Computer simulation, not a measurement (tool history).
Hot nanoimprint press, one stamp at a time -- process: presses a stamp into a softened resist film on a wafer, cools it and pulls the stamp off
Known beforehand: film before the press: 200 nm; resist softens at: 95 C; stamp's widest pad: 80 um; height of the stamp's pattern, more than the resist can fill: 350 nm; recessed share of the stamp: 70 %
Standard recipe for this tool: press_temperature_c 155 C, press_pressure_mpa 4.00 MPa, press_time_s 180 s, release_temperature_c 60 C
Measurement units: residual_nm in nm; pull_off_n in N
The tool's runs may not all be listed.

Run 1, hour 0.0: usual settings. Result: residual_nm 83.5 nm, pull_off_n 141 N.
Run 2, hour 35.7: usual settings. Result: residual_nm 82.6 nm, pull_off_n 147 N.
Run 3, hour 65.8: usual settings. Result: residual_nm 83.3 nm, pull_off_n 144 N.
Run 4, hour 94.8: usual settings. Result: residual_nm 81.9 nm, pull_off_n 143 N.
Run 5, hour 127.8: usual settings. Result: residual_nm 82.8 nm, pull_off_n 148 N.
Run 6, hour 177.3: usual settings. Result: residual_nm 82.0 nm, pull_off_n 150 N.
At hour 218.8: plate thermocouple calibrated.
Run 7, hour 218.8: usual settings. Result: residual_nm 86.7 nm, pull_off_n 153 N.
Run 8, hour 266.9: usual settings. Result: residual_nm 86.3 nm, pull_off_n 158 N.
Run 9, hour 325.3: usual settings. Result: residual_nm 86.7 nm, pull_off_n 151 N.
Run 10, hour 368.4: usual settings but press_time_s 351 s. Result: residual_nm 66.4 nm, pull_off_n 161 N.
Run 11, hour 410.0: usual settings but press_time_s 249 s. Result: residual_nm 76.0 nm, pull_off_n 163 N.
Run 12, hour 443.0: usual settings but press_time_s 249 s. Result: residual_nm 75.8 nm, pull_off_n 164 N.
Run 13, hour 473.9: usual settings but press_time_s 249 s, release_temperature_c 64 C. Result: residual_nm 76.0 nm, pull_off_n 147 N.
Run 14, hour 516.6: usual settings but press_time_s 91 s, release_temperature_c 54 C. Result: residual_nm 108.8 nm, pull_off_n 193 N.
Run 15, hour 577.5: usual settings but press_temperature_c 163 C, press_time_s 110 s, release_temperature_c 52 C. Result: residual_nm 63.9 nm, pull_off_n 201 N.
Run 16, hour 612.0: usual settings but press_temperature_c 148 C, press_time_s 110 s, release_temperature_c 53 C. Result: residual_nm 143.6 nm, pull_off_n 195 N.
Run 17, hour 639.2: usual settings but press_temperature_c 148 C, press_time_s 110 s, release_temperature_c 53 C. Result: residual_nm 142.6 nm, pull_off_n 199 N.
Run 18, hour 690.2: usual settings but press_temperature_c 145 C, press_pressure_mpa 5.93 MPa, press_time_s 110 s, release_temperature_c 53 C. Result: residual_nm 145.8 nm, pull_off_n 200 N.
Run 19, hour 724.4: usual settings but press_temperature_c 145 C, press_pressure_mpa 3.48 MPa, press_time_s 110 s, release_temperature_c 45 C. Result: residual_nm 164.4 nm, pull_off_n 230 N.
Run 20, hour 773.5: usual settings but press_temperature_c 148 C, press_pressure_mpa 3.48 MPa, press_time_s 110 s, release_temperature_c 45 C. Result: residual_nm 148.9 nm, pull_off_n 241 N.
Run 21, hour 801.8: usual settings but press_temperature_c 147 C, press_pressure_mpa 3.48 MPa, press_time_s 120 s, release_temperature_c 45 C. Result: residual_nm 151.7 nm, pull_off_n 243 N.
Run 22, hour 829.8: usual settings but press_temperature_c 147 C, press_pressure_mpa 2.97 MPa, press_time_s 95 s, release_temperature_c 59 C. Result: residual_nm 164.5 nm, pull_off_n 190 N.
Run 23, hour 857.0: usual settings but press_time_s 160 s. Result: residual_nm 88.3 nm, pull_off_n 181 N.

3 ways to go on from here, each from the tool as it stands after run 23. What would each give?
Run A, hour 882.4: usual settings but press_time_s 135 s. Result: residual_nm ?, pull_off_n ?.
Run B, hour 882.4: usual settings but press_temperature_c 164 C, press_time_s 271 s, release_temperature_c 55 C. Result: residual_nm ?, pull_off_n ?.
Run C, hour 882.4: usual settings but press_temperature_c 145 C, press_time_s 209 s, release_temperature_c 46 C. Result: residual_nm ?, pull_off_n ?.

run  residual_nm  pull_off_n
  A         92.5         188
  B         42.0         200
  C        140.1         237
With the hidden condition removed and each run's random variation left untouched, the same runs would have given:
run  residual_nm  pull_off_n
  A         95.0         146
  B         43.0         155
  C        143.3         184
